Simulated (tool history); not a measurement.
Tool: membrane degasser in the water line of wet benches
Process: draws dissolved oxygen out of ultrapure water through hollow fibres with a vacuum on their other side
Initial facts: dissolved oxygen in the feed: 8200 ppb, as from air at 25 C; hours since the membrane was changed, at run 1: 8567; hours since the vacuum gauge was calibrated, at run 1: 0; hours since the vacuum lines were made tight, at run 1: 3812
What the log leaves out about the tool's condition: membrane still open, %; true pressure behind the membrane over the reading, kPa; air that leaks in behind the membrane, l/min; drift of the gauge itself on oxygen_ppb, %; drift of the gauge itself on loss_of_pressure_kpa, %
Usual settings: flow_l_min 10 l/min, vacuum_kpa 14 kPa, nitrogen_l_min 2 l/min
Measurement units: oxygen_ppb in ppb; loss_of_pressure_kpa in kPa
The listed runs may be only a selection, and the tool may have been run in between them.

run      day  flow_l_min  vacuum_kpa  nitrogen_l_min  hours since the membrane was changed  hours since the vacuum gauge was calibrated  hours since the vacuum lines were made tight  oxygen_ppb  loss_of_pressure_kpa
  1        0          10          14               2                                  8567                                            0                                          3812       218.3                 28.74
  2    8.579          10          14               2                                  8773                                          206                                          4018       219.1                 29.26
  3   19.362          10          14               2                                  9032                                          465                                          4277       222.8                 28.99
  4   30.179          10          14               2                                  9292                                          724                                          4537         222                 29.48
  5   39.304          10          14               2                                  9511                                          943                                          4756       226.5                  29.4
  6   47.333          10          14               2                                  9704                                         1136                                          4948       230.5                  29.2
  7   53.625          10          14               2                                  9854                                         1287                                          5099       229.8                 29.42
  8   63.254          10          14               2                                 10086                                         1518                                          5330       230.7                 29.59
  9   73.421          10          14               2                                 10330                                         1762                                          5574       232.4                 29.77
 10   79.392          10          14               2                                 10473                                         1905                                          5718       234.8                 29.88
 11    86.35          10          14               2                                 10640                                         2072                                          5885       234.9                  29.9
 12   97.175          10          14               2                                 10900                                         2332                                          6144       234.5                 29.99
 13  107.738          10          14               2                                 11153                                         2586                                          6398       234.6                 29.56
 14  113.067          10          14               2                                 11281                                         2714                                          6526       235.6                 29.91
 15  120.421          10          14               2                                 11458                                         2890                                          6702       241.3                 30.06
 16  128.617          10          14               2                                 11654                                         3087                                          6899       238.8                 30.08
 17  137.504          10        30.3            0.96                                 11868                                         3300                                          7112       743.9                 30.25
 18  147.971           6          28            1.57                                 12119                                         3551                                          7364       273.4                 18.19
 19  155.246          15          14            3.88                                 12293                                         3726                                          7538       394.7                 45.37
 20  166.125           8         9.2            3.72                                 12554                                         3987                                          7799        90.5                  24.2
 21  175.646           8         9.2            3.72                                 12783                                         4216                                          8028        90.8                 24.44
 22  180.971          10          14             3.2                                 12911                                         4343                                          8156       199.7                 30.69
     185.788  -- membrane cartridge changed
 23  189.854          10          14             3.2                                    98                                         4552                                          8365       150.8                 27.01
 24  200.879          15         9.7               2                                   362                                         4817                                          8629       312.6                 40.35
 25  207.283          12          18            1.51                                   516                                         4971                                          8783       392.2                 32.64
     211.758  -- seals of the vacuum lines changed
 26  218.096          12          18            1.51                                   773                                         5228                                           152         383                 32.42
     222.975  -- vacuum gauge calibrated
 27  226.433          10          14            3.11                                   973                                           83                                           352       149.1                 27.02
 28  235.742           7          14            3.11                                  1196                                          306                                           575          80                  19.1
 29  242.958           7          14            3.11                                  1370                                          480                                           748        78.4                 19.12
 30  253.862           7        22.7            1.87                                  1631                                          741                                          1010       199.8                  19.3
 31  259.717           7        22.7            1.87                                  1772                                          882                                          1150       195.6                 18.97
 32  269.183          14        15.7             1.4                                  1999                                         1109                                          1378       455.3                    38

Alternative continuations, all from the tool just after run 32; predict every row:
  A  276.438          14        25.7            4.39                                  2173                                         1283                                          1552           ?                     ?
  B  276.438           8        11.5            1.25                                  2173                                         1283                                          1552           ?                     ?
  C  276.438          12        15.7            2.08                                  2173                                         1283                                          1552           ?                     ?

run  oxygen_ppb  loss_of_pressure_kpa
  A       341.9                 38.01
  B       162.8                 21.75
  C         290                 32.81
Without the tool's unlogged condition, the same runs would have read:
run  oxygen_ppb  loss_of_pressure_kpa
  A       325.8                 37.17
  B       155.6                 21.28
  C       276.5                 32.09

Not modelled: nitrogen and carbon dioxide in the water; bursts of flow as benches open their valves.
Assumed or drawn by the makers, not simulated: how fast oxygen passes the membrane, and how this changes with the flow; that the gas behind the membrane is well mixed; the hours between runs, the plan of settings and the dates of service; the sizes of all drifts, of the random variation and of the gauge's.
